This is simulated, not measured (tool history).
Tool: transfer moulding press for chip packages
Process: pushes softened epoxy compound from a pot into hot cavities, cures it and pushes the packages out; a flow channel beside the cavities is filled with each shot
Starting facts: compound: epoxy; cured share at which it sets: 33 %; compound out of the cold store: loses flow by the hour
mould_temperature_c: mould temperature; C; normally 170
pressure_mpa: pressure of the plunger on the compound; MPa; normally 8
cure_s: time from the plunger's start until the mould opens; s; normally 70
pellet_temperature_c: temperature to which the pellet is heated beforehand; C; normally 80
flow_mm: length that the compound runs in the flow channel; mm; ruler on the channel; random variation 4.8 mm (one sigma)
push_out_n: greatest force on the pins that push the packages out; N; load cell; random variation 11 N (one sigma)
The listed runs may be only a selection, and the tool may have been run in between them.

| run | hour | mould_temperature_c | pressure_mpa | cure_s | pellet_temperature_c | incoming compound's hours out of the cold store | flow_mm | push_out_n |
|---|---|---|---|---|---|---|---|---|
| 1 | 0 | 170 | 8 | 70 | 80 | 20.8 | 878 | 636 |
| 2 | 41.4 | 170 | 8 | 70 | 80 | 21.1 | 880 | 934 |
|  | 62 | cavities cleaned with cleaning compound and waxed |
| 3 | 76.9 | 170 | 8 | 70 | 80 | 30.8 | 819 | 721 |
|  | 110.2 | mould's thermocouples calibrated |
| 4 | 110.2 | 170 | 8 | 70 | 80 | 22.7 | 857 | 874 |
|  | 130.4 | cavities cleaned with cleaning compound and waxed |
| 5 | 133.1 | 170 | 8 | 70 | 80 | 46.1 | 747 | 521 |
| 6 | 157.6 | 170 | 8 | 51 | 80 | 37.9 | 770 | 1496 |
|  | 182.5 | plunger's sealing rings changed |
| 7 | 192.9 | 170 | 8 | 51 | 77 | 34 | 851 | 1840 |
|  | 200.4 | cavities cleaned with cleaning compound and waxed |
| 8 | 237.6 | 170 | 8 | 70 | 81 | 40.8 | 814 | 762 |
| 9 | 260.4 | 170 | 8.25 | 70 | 80 | 11.8 | 978 | 946 |
|  | 267.5 | cavities cleaned with cleaning compound and waxed |
| 10 | 292.6 | 170 | 8.25 | 70 | 80 | 12 | 963 | 801 |
| 11 | 319.9 | 170 | 8.25 | 70 | 80 | 35 | 841 | 818 |
|  | 334.8 | cavities cleaned with cleaning compound and waxed |
| 12 | 348.8 | 170 | 8.25 | 70 | 80 | 17.3 | 918 | 693 |
| 13 | 381.6 | 170 | 8.25 | 70 | 80 | 37.9 | 825 | 794 |
|  | 400.5 | cavities cleaned with cleaning compound and waxed |
| 14 | 418 | 170 | 8.25 | 70 | 80 | 12.2 | 947 | 734 |
| 15 | 454.7 | 163 | 6.35 | 69 | 78 | 10.4 | 859 | 1638 |
|  | 466.9 | cavities cleaned with cleaning compound and waxed |
| 16 | 489.8 | 163 | 6.35 | 69 | 78 | 17.3 | 825 | 1426 |
| 17 | 528.1 | 163 | 6.35 | 69 | 78 | 43.2 | 706 | 1455 |
|  | 532.5 | cavities cleaned with cleaning compound and waxed |
| 18 | 564.3 | 176 | 8 | 96 | 80 | 20.7 | 842 | 473 |
| 19 | 592.4 | 176 | 8 | 96 | 80 | 34.6 | 786 | 536 |
|  | 599.7 | cavities cleaned with cleaning compound and waxed |
|  | 631.1 | plunger's sealing rings changed |
| 20 | 636.7 | 176 | 8 | 96 | 80 | 33.3 | 839 | 502 |
|  | 669.7 | cavities cleaned with cleaning compound and waxed |
| 21 | 674.3 | 169 | 8.52 | 60 | 81 | 22.2 | 941 | 973 |
| 22 | 718.4 | 169 | 8.52 | 60 | 81 | 12.8 | 991 | 1466 |
|  | 736.4 | cavities cleaned with cleaning compound and waxed |
| 23 | 744.8 | 169 | 8 | 70 | 80 | 28.5 | 876 | 678 |
| 24 | 777.4 | 169 | 8 | 70 | 80 | 11.7 | 960 | 987 |
|  | 803.1 | cavities cleaned with cleaning compound and waxed |
| 25 | 813.2 | 169 | 8 | 68 | 86 | 12.5 | 937 | 771 |
| 26 | 849.6 | 170 | 9.25 | 58 | 80 | 8 | 1024 | 1435 |
|  | 869.1 | cavities cleaned with cleaning compound and waxed |
| 27 | 871.2 | 170 | 9.25 | 58 | 80 | 41.4 | 841 | 860 |
| 28 | 901.7 | 170 | 9.25 | 58 | 80 | 43.9 | 825 | 1220 |

Consider 3 possible next runs. They are alternatives, not a sequence: every one starts from the tool as it was left by run 28. What does each give?
|  | 935.1 | cavities cleaned with cleaning compound and waxed |
| A | 947.1 | 172 | 9.25 | 76 | 80 | 28.9 | ? | ? |
|  | 935.1 | cavities cleaned with cleaning compound and waxed |
| B | 947.1 | 169 | 7.86 | 70 | 88 | 8.1 | ? | ? |
|  | 935.1 | cavities cleaned with cleaning compound and waxed |
| C | 947.1 | 170 | 9.25 | 93 | 80 | 18.1 | ? | ? |

| run | flow_mm | push_out_n |
|---|---|---|
| A | 887 | 494 |
| B | 935 | 753 |
| C | 949 | 426 |
Had the tool no hidden state, the same runs would have come out as:
| run | flow_mm | push_out_n |
|---|---|---|
| A | 940 | 384 |
| B | 991 | 572 |
| C | 1006 | 336 |
